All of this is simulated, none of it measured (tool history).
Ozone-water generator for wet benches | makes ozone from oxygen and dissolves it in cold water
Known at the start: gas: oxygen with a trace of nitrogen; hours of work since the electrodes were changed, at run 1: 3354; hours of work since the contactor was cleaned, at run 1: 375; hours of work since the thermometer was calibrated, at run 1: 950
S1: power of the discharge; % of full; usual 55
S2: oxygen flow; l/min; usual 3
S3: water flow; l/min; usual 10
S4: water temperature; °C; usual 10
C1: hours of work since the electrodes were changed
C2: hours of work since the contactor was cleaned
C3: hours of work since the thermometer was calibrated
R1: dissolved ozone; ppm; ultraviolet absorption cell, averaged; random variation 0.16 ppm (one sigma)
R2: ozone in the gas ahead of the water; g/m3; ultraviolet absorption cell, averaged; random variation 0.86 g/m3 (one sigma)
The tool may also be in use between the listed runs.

{"run": 1, "hour": 0.0, "S1": 55, "S2": 3, "S3": 10, "S4": 10, "C1": 3354, "C2": 375, "C3": 950, "R1": 18.6, "R2": 131.7}
{"run": 2, "hour": 93.9, "S1": 55, "S2": 3, "S3": 10, "S4": 10, "C1": 3425, "C2": 445, "C3": 1020, "R1": 18.5, "R2": 130.9}
{"run": 3, "hour": 166.8, "S1": 55, "S2": 3, "S3": 10, "S4": 10, "C1": 3479, "C2": 500, "C3": 1075, "R1": 18.2, "R2": 132.5}
{"run": 4, "hour": 271.3, "S1": 55, "S2": 3.92, "S3": 10, "S4": 10, "C1": 3557, "C2": 578, "C3": 1153, "R1": 18.5, "R2": 115.7}
{"run": 5, "hour": 373.3, "S1": 55, "S2": 3.92, "S3": 10, "S4": 10, "C1": 3634, "C2": 654, "C3": 1229, "R1": 18.5, "R2": 115.2}
{"run": 6, "hour": 460.1, "S1": 55, "S2": 3.92, "S3": 10, "S4": 17, "C1": 3699, "C2": 719, "C3": 1294, "R1": 16.4, "R2": 114.7}
{"run": 7, "hour": 552.0, "S1": 55, "S2": 3.92, "S3": 10, "S4": 17, "C1": 3767, "C2": 788, "C3": 1363, "R1": 16.5, "R2": 114.6}
{"hour": 559.5, "done": "water thermometer calibrated"}
{"run": 8, "hour": 631.5, "S1": 55, "S2": 3.92, "S3": 10, "S4": 17, "C1": 3826, "C2": 847, "C3": 54, "R1": 16.5, "R2": 113.7}
{"hour": 727.3, "done": "water thermometer calibrated, once more"}
{"run": 9, "hour": 739.9, "S1": 55, "S2": 3.92, "S3": 10, "S4": 17, "C1": 3907, "C2": 928, "C3": 9, "R1": 16.1, "R2": 114.3}
{"run": 10, "hour": 826.9, "S1": 55, "S2": 3, "S3": 10, "S4": 18, "C1": 3972, "C2": 993, "C3": 75, "R1": 16.1, "R2": 129.2}
{"run": 11, "hour": 914.5, "S1": 49, "S2": 3, "S3": 10, "S4": 18, "C1": 4038, "C2": 1058, "C3": 140, "R1": 14.8, "R2": 122.2}
{"run": 12, "hour": 963.2, "S1": 80, "S2": 3, "S3": 11, "S4": 11, "C1": 4074, "C2": 1095, "C3": 177, "R1": 20.1, "R2": 161}
{"run": 13, "hour": 1069.9, "S1": 80, "S2": 3, "S3": 11, "S4": 11, "C1": 4154, "C2": 1175, "C3": 256, "R1": 20.1, "R2": 160.8}
{"run": 14, "hour": 1122.4, "S1": 80, "S2": 1.53, "S3": 11, "S4": 5, "C1": 4193, "C2": 1214, "C3": 296, "R1": 18.6, "R2": 223.2}
{"run": 15, "hour": 1215.5, "S1": 93, "S2": 3, "S3": 10, "S4": 10, "C1": 4263, "C2": 1283, "C3": 365, "R1": 24.2, "R2": 173.6}
{"run": 16, "hour": 1279.1, "S1": 55, "S2": 3, "S3": 6, "S4": 9, "C1": 4311, "C2": 1331, "C3": 413, "R1": 26.5, "R2": 129.1}
{"run": 17, "hour": 1378.7, "S1": 55, "S2": 3, "S3": 6, "S4": 17, "C1": 4385, "C2": 1406, "C3": 487, "R1": 23, "R2": 128.7}
{"run": 18, "hour": 1436.2, "S1": 49, "S2": 2.6, "S3": 9, "S4": 17, "C1": 4428, "C2": 1449, "C3": 530, "R1": 16.4, "R2": 130.2}
{"run": 19, "hour": 1506.3, "S1": 55, "S2": 2.6, "S3": 15, "S4": 17, "C1": 4481, "C2": 1501, "C3": 583, "R1": 11, "R2": 137.2}
{"run": 20, "hour": 1580.8, "S1": 58, "S2": 3.82, "S3": 7, "S4": 16, "C1": 4536, "C2": 1557, "C3": 639, "R1": 21.4, "R2": 116.5}
{"run": 21, "hour": 1647.3, "S1": 58, "S2": 3.82, "S3": 7, "S4": 16, "C1": 4586, "C2": 1607, "C3": 688, "R1": 21.4, "R2": 117.3}

Forecast each of these 3 alternatives for the next run:
{"run": "A", "hour": 1700.9, "S1": 44, "S2": 3.82, "S3": 12, "S4": 13, "C1": 4626, "C2": 1647, "C3": 729, "R1": "?", "R2": "?"}
{"run": "B", "hour": 1700.9, "S1": 58, "S2": 2.64, "S3": 7, "S4": 16, "C1": 4626, "C2": 1647, "C3": 729, "R1": "?", "R2": "?"}
{"run": "C", "hour": 1700.9, "S1": 55, "S2": 3, "S3": 6, "S4": 10, "C1": 4626, "C2": 1647, "C3": 729, "R1": "?", "R2": "?"}

run=A R1=12.8 R2=99.4
run=B R1=21.7 R2=141
run=C R1=25.7 R2=129.4
Without the tool's hidden state the same runs would have given:
run=A R1=14.2 R2=107.7
run=B R1=24.3 R2=155.6
run=C R1=28.7 R2=142.2

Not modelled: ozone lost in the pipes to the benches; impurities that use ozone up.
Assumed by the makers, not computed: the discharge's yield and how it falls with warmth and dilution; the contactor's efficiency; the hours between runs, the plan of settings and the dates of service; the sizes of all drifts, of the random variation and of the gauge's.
